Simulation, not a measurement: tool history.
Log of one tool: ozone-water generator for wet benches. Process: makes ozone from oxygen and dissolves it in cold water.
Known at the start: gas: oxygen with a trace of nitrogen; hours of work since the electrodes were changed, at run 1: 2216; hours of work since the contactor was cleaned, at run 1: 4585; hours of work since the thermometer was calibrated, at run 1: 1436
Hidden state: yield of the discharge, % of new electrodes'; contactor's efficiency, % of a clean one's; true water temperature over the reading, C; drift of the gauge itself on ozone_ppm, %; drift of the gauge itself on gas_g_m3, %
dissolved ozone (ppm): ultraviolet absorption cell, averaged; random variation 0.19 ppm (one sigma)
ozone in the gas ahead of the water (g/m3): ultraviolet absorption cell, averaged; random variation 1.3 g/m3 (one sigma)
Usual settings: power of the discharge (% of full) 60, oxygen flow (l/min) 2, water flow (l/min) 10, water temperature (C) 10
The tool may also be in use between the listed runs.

run   hour  power of the discharge (% of full)  oxygen flow (l/min)  water flow (l/min)  water temperature (C)  hours of work since the electrodes were changed  hours of work since the contactor was cleaned  hours of work since the thermometer was calibrated  dissolved ozone (ppm)  ozone in the gas ahead of the water (g/m3)
  1      0                                  60                    2                  10                     10                                             2216                                           4585                                                1436                   26.4                                       239.7
  2    125                                  60                    2                  10                      8                                             2295                                           4665                                                1515                   26.7                                       239.3
  3  230.3                                  60                    2                  10                     10                                             2362                                           4731                                                1582                   26.1                                       239.9
  4  329.2                                  60                    2                  10                     10                                             2425                                           4794                                                1645                   25.8                                       238.6
  5  384.3                                  60                    2                  10                     10                                             2460                                           4829                                                1680                   26.1                                       236.6
     398.4  -- contactor cleaned
  6  452.4                                  60                    2                  10                     10                                             2500                                             34                                                1721                   25.7                                       238.1
     577.1  -- contactor cleaned, once more
  7  577.1                                  46                    2                   9                      7                                             2577                                              0                                                1797                   25.7                                       200.7
  8  658.3                                  60                 2.05                   7                     13                                             2629                                             52                                                1849                   34.3                                       235.4
  9  777.4                                  60                 2.05                   7                     13                                             2704                                            127                                                1924                     34                                       233.2
 10  876.3                                  60                 2.05                   7                     13                                             2767                                            190                                                1987                   33.5                                       233.9
 11  990.7                                  86                 1.47                   7                     11                                             2840                                            263                                                2060                   41.7                                         343

Forecast each of these 5 alternatives for the next run:
  A  1100.6                                  60                    2                  10                     10                                             2909                                            332                                                2130                      ?                                           ?
  B  1100.6                                  60                 2.87                  11                     15                                             2909                                            332                                                2130                      ?                                           ?
  C  1100.6                                  63                    2                  13                     13                                             2909                                            332                                                2130                      ?                                           ?
  D  1100.6                                  86                 1.89                   6                     14                                             2909                                            332                                                2130                      ?                                           ?
  E  1100.6                                  86                 1.47                   8                     11                                             2909                                            332                                                2130                      ?                                           ?

run  dissolved ozone (ppm)  ozone in the gas ahead of the water (g/m3)
  A                   26.6                                       234.5
  B                   24.1                                       196.8
  C                   21.1                                       241.4
  D                   45.3                                       303.5
  E                   37.3                                       342.1
Without the tool's hidden state the same runs would have given:
run  dissolved ozone (ppm)  ozone in the gas ahead of the water (g/m3)
  A                   27.9                                         245
  B                   25.3                                       205.6
  C                   22.1                                       252.5
  D                     48                                       320.4
  E                   39.5                                       361.1
